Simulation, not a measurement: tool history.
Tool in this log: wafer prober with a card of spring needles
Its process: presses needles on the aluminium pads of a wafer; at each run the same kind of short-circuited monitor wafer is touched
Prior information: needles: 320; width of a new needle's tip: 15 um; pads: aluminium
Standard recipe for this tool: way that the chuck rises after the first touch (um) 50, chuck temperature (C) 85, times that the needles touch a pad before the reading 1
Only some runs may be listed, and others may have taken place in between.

run    hour  way that the chuck rises after the first touch (um)  chuck temperature (C)  times that the needles touch a pad before the reading  resistance of one needle with its contact and lead (mohm)  way that a needle slides on the pad (um)
  1     0.0                                                   50                     85                                                      1                                                        182                                     10.92
  2    67.7                                                   50                     85                                                      1                                                        183                                     10.91
  3   144.2                                                   40                     85                                                      1                                                        187                                      8.78
  4   197.8                                                   50                    121                                                      1                                                        189                                     10.93
  5   269.5                                                   50                     26                                                      1                                                        169                                     10.96
  6   351.4                                                   50                     26                                                      1                                                        171                                     10.94
  7   418.2                                                   50                     40                                                      1                                                        171                                     10.94
  8   496.4                                                   50                     40                                                      1                                                        175                                     10.93
  9   569.4                                                   50                     85                                                      1                                                        183                                     10.94
 10   619.0                                                   40                     85                                                      1                                                        190                                      8.77
 11   663.1                                                   40                     85                                                      1                                                        188                                      8.72
 12   717.8                                                   40                     85                                                      1                                                        187                                      8.77
 13   796.7                                                   50                     85                                                      1                                                        183                                     10.92
 14   877.0                                                   50                     85                                                      1                                                        182                                     10.91
 15   924.6                                                   50                     85                                                      1                                                        183                                     10.96
 16   975.6                                                   41                     74                                                      1                                                        185                                      8.99
 17  1043.0                                                   41                     74                                                      1                                                        187                                      8.98
 18  1116.6                                                   45                     74                                                      1                                                        181                                      9.85
 19  1151.1                                                   32                     74                                                      2                                                        195                                      7.00
 20  1219.9                                                   61                     51                                                      2                                                        173                                     13.34
 21  1295.2                                                   61                     51                                                      2                                                        172                                     13.32
 22  1343.7                                                   43                     38                                                      1                                                        176                                      9.38
 23  1416.2                                                   45                     85                                                      3                                                        185                                      9.84
 24  1482.7                                                   43                     85                                                      1                                                        187                                      9.39
 25  1556.2                                                   44                     85                                                      1                                                        186                                      9.62
 26  1604.8                                                   44                     85                                                      1                                                        185                                      9.62
 27  1685.4                                                   44                     85                                                      1                                                        185                                      9.61
 28  1734.6                                                   44                     85                                                      1                                                        184                                      9.63
 29  1794.4                                                   44                     85                                                      1                                                        184                                      9.63
 30  1851.8                                                   50                     37                                                      2                                                        170                                     10.95

Taken out of this log: 53 entries between the listed runs. Where each belongs, and how the hidden state differs across it:
From run 1 to run 2: tips cleaned on abrasive film (hour 11.8); tips cleaned on abrasive film (hour 51.7)
  no hidden state differs between the two runs
From run 2 to run 3: tips cleaned on abrasive film (hour 87.0); tips cleaned on abrasive film (hour 128.4)
  no hidden state differs between the two runs
From run 3 to run 4: tips cleaned on abrasive film (hour 166.8)
  debris on the tips, nm: 0.2 -> 0.3
From run 4 to run 5: tips cleaned on abrasive film (hour 202.8); height of the first contact set anew (hour 235.1); tips cleaned on abrasive film (hour 240.3)
  no hidden state differs between the two runs
From run 5 to run 6: tips cleaned on abrasive film (hour 279.6); tips cleaned on abrasive film (hour 319.3)
  no hidden state differs between the two runs
From run 6 to run 7: tips cleaned on abrasive film (hour 359.1); tips cleaned on abrasive film (hour 397.3)
  debris on the tips, nm: 0.3 -> 0.2
From run 7 to run 8: tips cleaned on abrasive film (hour 433.0); tips cleaned on abrasive film (hour 470.7)
  no hidden state differs between the two runs
From run 8 to run 9: tips cleaned on abrasive film (hour 510.1); tips cleaned on abrasive film (hour 550.8)
  no hidden state differs between the two runs
From run 9 to run 10: tips cleaned on abrasive film (hour 591.7)
  debris on the tips, nm: 0.2 -> 0.3
From run 10 to run 11: tips cleaned on abrasive film (hour 631.5); height of the first contact set anew (hour 631.8)
  no hidden state differs between the two runs
From run 11 to run 12: tips cleaned on abrasive film (hour 668.1); tips cleaned on abrasive film (hour 705.2)
  debris on the tips, nm: 0.3 -> 0.2
From run 12 to run 13: tips cleaned on abrasive film (hour 747.9); tips cleaned on abrasive film (hour 786.7)
  debris on the tips, nm: 0.2 -> 0.1
From run 13 to run 14: tips cleaned on abrasive film (hour 825.5); tips cleaned on abrasive film (hour 862.0)
  debris on the tips, nm: 0.1 -> 0.2
From run 14 to run 15: tips cleaned on abrasive film (hour 898.4)
  no hidden state differs between the two runs
From run 15 to run 16: tips cleaned on abrasive film (hour 935.7); tips cleaned on abrasive film (hour 975.1)
  debris on the tips, nm: 0.2 -> 0
From run 16 to run 17: tips cleaned on abrasive film (hour 1012.5); height of the first contact set anew (hour 1026.7)
  debris on the tips, nm: 0 -> 0.3
From run 17 to run 18: tips cleaned on abrasive film (hour 1050.8); tips cleaned on abrasive film (hour 1089.2)
  no hidden state differs between the two runs
From run 18 to run 19: tips cleaned on abrasive film (hour 1127.3)
  debris on the tips, nm: 0.3 -> 0.2
From run 19 to run 20: tips cleaned on abrasive film (hour 1168.9); tips cleaned on abrasive film (hour 1208.2)
  no hidden state differs between the two runs
From run 20 to run 21: tips cleaned on abrasive film (hour 1246.7); tips cleaned on abrasive film (hour 1282.7)
  no hidden state differs between the two runs
From run 21 to run 22: tips cleaned on abrasive film (hour 1320.4)
  no hidden state differs between the two runs
From run 22 to run 23: tips cleaned on abrasive film (hour 1361.6); tips cleaned on abrasive film (hour 1400.9)
  no hidden state differs between the two runs
From run 23 to run 24: height of the first contact set anew (hour 1423.5); tips cleaned on abrasive film (hour 1437.9); tips cleaned on abrasive film (hour 1476.8)
  debris on the tips, nm: 0.2 -> 0.1
From run 24 to run 25: tips cleaned on abrasive film (hour 1512.4); tips cleaned on abrasive film (hour 1548.7)
  no hidden state differs between the two runs
From run 25 to run 26: tips cleaned on abrasive film (hour 1590.0)
  debris on the tips, nm: 0.1 -> 0.2
From run 26 to run 27: tips cleaned on abrasive film (hour 1627.2); tips cleaned on abrasive film (hour 1664.7)
  no hidden state differs between the two runs
From run 27 to run 28: tips cleaned on abrasive film (hour 1703.2)
  debris on the tips, nm: 0.2 -> 0.3
From run 28 to run 29: tips cleaned on abrasive film (hour 1741.3); tips cleaned on abrasive film (hour 1782.2)
  debris on the tips, nm: 0.3 -> 0.2
From run 29 to run 30: height of the first contact set anew (hour 1816.4); tips cleaned on abrasive film (hour 1819.8)
  debris on the tips, nm: 0.2 -> 0.3
